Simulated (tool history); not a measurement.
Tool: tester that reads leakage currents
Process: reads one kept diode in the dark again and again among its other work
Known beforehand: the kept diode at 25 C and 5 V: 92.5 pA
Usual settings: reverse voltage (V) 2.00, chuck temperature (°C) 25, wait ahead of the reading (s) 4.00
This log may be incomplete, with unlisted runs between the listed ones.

| run | hour | reverse voltage (V) | chuck temperature (°C) | wait ahead of the reading (s) | current that the tester gives (pA) |
|---|---|---|---|---|---|
| 1 | 0.0 | 2.00 | 25 | 4.00 | 60.42 |
| 2 | 83.9 | 2.00 | 25 | 5.08 | 60.06 |
| 3 | 152.9 | 2.00 | 25 | 5.08 | 60.04 |
| 4 | 229.1 | 2.00 | 25 | 5.08 | 60.03 |
| 5 | 303.0 | 2.00 | 25 | 5.08 | 59.92 |
| 6 | 389.1 | 2.00 | 25 | 4.00 | 60.24 |
| 7 | 430.3 | 2.00 | 25 | 4.00 | 59.95 |
| 8 | 483.6 | 2.00 | 25 | 4.00 | 59.87 |
| 9 | 530.9 | 2.00 | 33 | 4.00 | 114.09 |
| 10 | 591.4 | 2.00 | 33 | 4.00 | 113.71 |
| 11 | 636.3 | 2.00 | 25 | 4.00 | 60.16 |
| 12 | 689.4 | 2.00 | 25 | 4.00 | 60.03 |
| 13 | 772.9 | 2.00 | 25 | 4.00 | 59.80 |
| 14 | 821.7 | 2.00 | 25 | 4.00 | 59.96 |
| 15 | 897.0 | 2.00 | 25 | 4.00 | 59.97 |
| 16 | 946.9 | 2.00 | 25 | 4.00 | 59.92 |
| 17 | 1017.2 | 2.00 | 25 | 4.00 | 60.28 |
| 18 | 1093.5 | 2.00 | 25 | 3.01 | 60.66 |
| 19 | 1150.0 | 2.00 | 25 | 0.86 | 60.42 |
| 20 | 1222.9 | 2.00 | 25 | 0.86 | 60.65 |
| 21 | 1306.4 | 2.00 | 52 | 5.25 | 455.66 |
| 22 | 1381.7 | 10.99 | 52 | 5.25 | 1021.05 |
| 23 | 1427.0 | 2.00 | 25 | 0.57 | 61.29 |
| 24 | 1478.5 | 2.00 | 25 | 0.57 | 61.37 |
| 25 | 1542.5 | 2.00 | 58 | 0.57 | 684.18 |
| 26 | 1619.1 | 2.00 | 58 | 0.57 | 685.10 |
| 27 | 1688.5 | 17.50 | 25 | 2.86 | 169.01 |
| 28 | 1749.1 | 1.59 | 42 | 4.00 | 202.48 |
| 29 | 1811.5 | 1.59 | 42 | 0.34 | 203.30 |
| 30 | 1864.7 | 1.59 | 34 | 0.34 | 111.08 |
| 31 | 1947.9 | 1.59 | 34 | 0.34 | 111.29 |
| 32 | 2027.1 | 2.00 | 25 | 2.92 | 59.98 |
| 33 | 2070.7 | 2.00 | 25 | 2.92 | 60.24 |
| 34 | 2140.7 | 2.00 | 37 | 2.84 | 154.55 |
| 35 | 2194.4 | 9.47 | 50 | 8.18 | 830.26 |
| 36 | 2277.1 | 2.26 | 50 | 8.18 | 420.43 |
| 37 | 2332.2 | 6.78 | 25 | 0.79 | 110.15 |
| 38 | 2391.5 | 6.78 | 31 | 1.56 | 174.60 |
| 39 | 2473.6 | 6.89 | 31 | 0.77 | 176.51 |

Taken out of this log: 3 entries between the listed runs. Where each belongs, and how the hidden state differs across it:
From run 14 to run 15: probe card cleaned and baked (hour 855.3); chuck's temperature calibrated (hour 864.6)
  stray current of the dirty probe card, pA a volt: 0.039 -> 0.02; true chuck temperature over the reading, C: -0.02 -> 0
  measured result minus the result with no hidden state, current that the tester gives (pA): -0.07 -> +0.01
From run 35 to run 36: chuck's temperature calibrated (hour 2203.3)
  stray current of the dirty probe card, pA a volt: 0.028 -> 0.029; true chuck temperature over the reading, C: -0.02 -> 0
  measured result minus the result with no hidden state, current that the tester gives (pA): -1.24 -> -0.06
